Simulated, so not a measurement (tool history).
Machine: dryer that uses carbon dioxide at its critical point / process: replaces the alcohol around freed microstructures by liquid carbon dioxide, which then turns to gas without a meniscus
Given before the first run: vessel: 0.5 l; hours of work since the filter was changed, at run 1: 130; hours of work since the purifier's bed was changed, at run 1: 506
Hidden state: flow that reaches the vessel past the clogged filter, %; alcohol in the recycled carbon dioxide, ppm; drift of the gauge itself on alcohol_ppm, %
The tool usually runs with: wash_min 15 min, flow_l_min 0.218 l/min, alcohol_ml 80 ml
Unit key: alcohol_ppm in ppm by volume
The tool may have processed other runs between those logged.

run	day	wash_min	flow_l_min	alcohol_ml	hours of work since the filter was changed	hours of work since the purifier's bed was changed	alcohol_ppm
1	0	15	0.218	80	130	506	794
2	0.692	15	0.218	80	138	515	814
3	1.525	15	0.218	80	148	525	838
4	2.454	15	0.218	80	159	536	837
5	3.196	15	0.218	80	168	545	846
6	3.783	15	0.218	80	175	552	874
7	4.638	15	0.218	80	185	562	897
8	5.208	23	0.218	41	192	569	177
9	6.162	23	0.218	40	204	580	176
10	7.325	13	0.216	41	217	594	986
11	8.196	22	0.216	35	228	605	191
12	9.162	10	0.257	32	240	616	1106
13	10.025	10	0.257	32	250	627	1154
14	11.192	10	0.164	99	264	641	14722

Branching from run 14: 5 alternative next runs. What would each branch give?
A	11.954	15	0.222	64	273	650	?
B	11.954	21	0.308	22	273	650	?
C	11.954	24	0.2	21	273	650	?
D	11.954	10	0.173	85	273	650	?
E	11.954	10	0.182	116	273	650	?

run	alcohol_ppm
A	805
B	168
C	177
D	10886
E	13028
Without the tool's unlogged condition, the same runs would have read:
run	alcohol_ppm
A	378
B	5
C	7
D	8154
E	9638

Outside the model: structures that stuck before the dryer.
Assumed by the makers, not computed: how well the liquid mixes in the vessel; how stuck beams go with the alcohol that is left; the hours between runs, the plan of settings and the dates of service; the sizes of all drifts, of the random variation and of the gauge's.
